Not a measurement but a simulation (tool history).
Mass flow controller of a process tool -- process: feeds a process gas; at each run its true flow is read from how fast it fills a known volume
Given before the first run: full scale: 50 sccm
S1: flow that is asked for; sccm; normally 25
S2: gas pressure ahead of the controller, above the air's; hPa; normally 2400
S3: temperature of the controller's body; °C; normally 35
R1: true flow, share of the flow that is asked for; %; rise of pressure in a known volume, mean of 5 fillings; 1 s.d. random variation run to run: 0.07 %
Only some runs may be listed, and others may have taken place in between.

| run | hour | S1 | S2 | S3 | R1 |
|---|---|---|---|---|---|
| 1 | 0.0 | 25 | 2400 | 35 | 96.18 |
| 2 | 134.3 | 25 | 2400 | 35 | 96.07 |
| 3 | 274.7 | 25 | 2400 | 35 | 96.06 |
| 4 | 430.3 | 25 | 2400 | 35 | 96.10 |
| 5 | 632.3 | 25 | 2400 | 35 | 96.06 |
| 6 | 752.8 | 25 | 2400 | 35 | 96.03 |
| 7 | 834.4 | 25 | 2400 | 31 | 96.34 |
| 8 | 967.1 | 25 | 2400 | 31 | 96.34 |
| 9 | 1063.9 | 42 | 2400 | 35 | 96.58 |
| 10 | 1164.9 | 24 | 2400 | 35 | 95.96 |
| 11 | 1285.0 | 24 | 2400 | 35 | 96.14 |
| 12 | 1432.2 | 24 | 2400 | 35 | 95.97 |
| 13 | 1633.4 | 24 | 2400 | 35 | 95.97 |
| 14 | 1745.0 | 24 | 2400 | 35 | 96.01 |
| 15 | 1898.1 | 24 | 2560 | 35 | 96.04 |
| 16 | 2070.5 | 25 | 2400 | 35 | 96.12 |
| 17 | 2188.2 | 49 | 2400 | 35 | 96.73 |
| 18 | 2305.6 | 49 | 2400 | 35 | 96.63 |
| 19 | 2431.7 | 49 | 1970 | 35 | 96.65 |
| 20 | 2516.0 | 25 | 1670 | 35 | 96.10 |
| 21 | 2617.0 | 7 | 1820 | 21 | 98.73 |
| 22 | 2719.3 | 15 | 2070 | 27 | 96.74 |
| 23 | 2869.9 | 28 | 2550 | 35 | 95.90 |
| 24 | 2965.8 | 9 | 2400 | 20 | 98.03 |
| 25 | 3095.8 | 24 | 1460 | 35 | 96.26 |
| 26 | 3179.3 | 12 | 2070 | 35 | 96.76 |
| 27 | 3367.5 | 12 | 2070 | 35 | 96.92 |
| 28 | 3539.9 | 14 | 2400 | 20 | 97.30 |
| 29 | 3738.9 | 39 | 2240 | 36 | 95.94 |
| 30 | 3917.0 | 11 | 2090 | 28 | 97.41 |
| 31 | 4103.7 | 18 | 1930 | 35 | 96.38 |
| 32 | 4250.5 | 18 | 1650 | 35 | 96.35 |
| 33 | 4349.4 | 39 | 1830 | 26 | 96.61 |
|  | 4370.0 | controller exchanged for a calibrated one |
| 34 | 4486.2 | 19 | 2400 | 40 | 98.07 |
| 35 | 4653.3 | 9 | 2370 | 38 | 97.85 |
| 36 | 4805.1 | 13 | 2400 | 36 | 98.12 |
| 37 | 4938.6 | 13 | 2630 | 36 | 97.99 |
| 38 | 5026.3 | 41 | 2560 | 28 | 99.39 |
| 39 | 5138.3 | 12 | 1950 | 39 | 98.16 |
| 40 | 5299.3 | 12 | 2750 | 25 | 98.62 |

For some of the steps in R1 from one run to the next: how much would appear even if the tool had no hidden state, given the settings, what came in and random variation, and how much remains for the hidden state plus any gauge scatter that the measured result and the result without hidden state don't share?
The tool's hidden condition here consists of: flow at rest that the sensor doesn't see, % of full scale; true flow over the shown one, %; drift of the gauge itself on true_pct, %.
Run 20 -> 21: S1 25 -> 7, S2 1670 -> 1820, S3 35 -> 21. R1 +2.63 %: hidden state +2.69, all else -0.06.
Run 21 -> 22: S1 7 -> 15, S2 1820 -> 2070, S3 21 -> 27. R1 -1.99 %: hidden state -1.98, all else -0.01.
Run 23 -> 24: S1 28 -> 9, S2 2550 -> 2400, S3 35 -> 20. R1 +2.13 %: hidden state +2.14, all else -0.01.
Run 29 -> 30: S1 39 -> 11, S2 2240 -> 2090, S3 36 -> 28. R1 +1.47 %: hidden state +2.23, all else -0.76.
Run 33 -> 34: S1 39 -> 19, S2 1830 -> 2400, S3 26 -> 40, controller exchanged for a calibrated one. R1 +1.46 %: hidden state +3.16, all else -1.70.
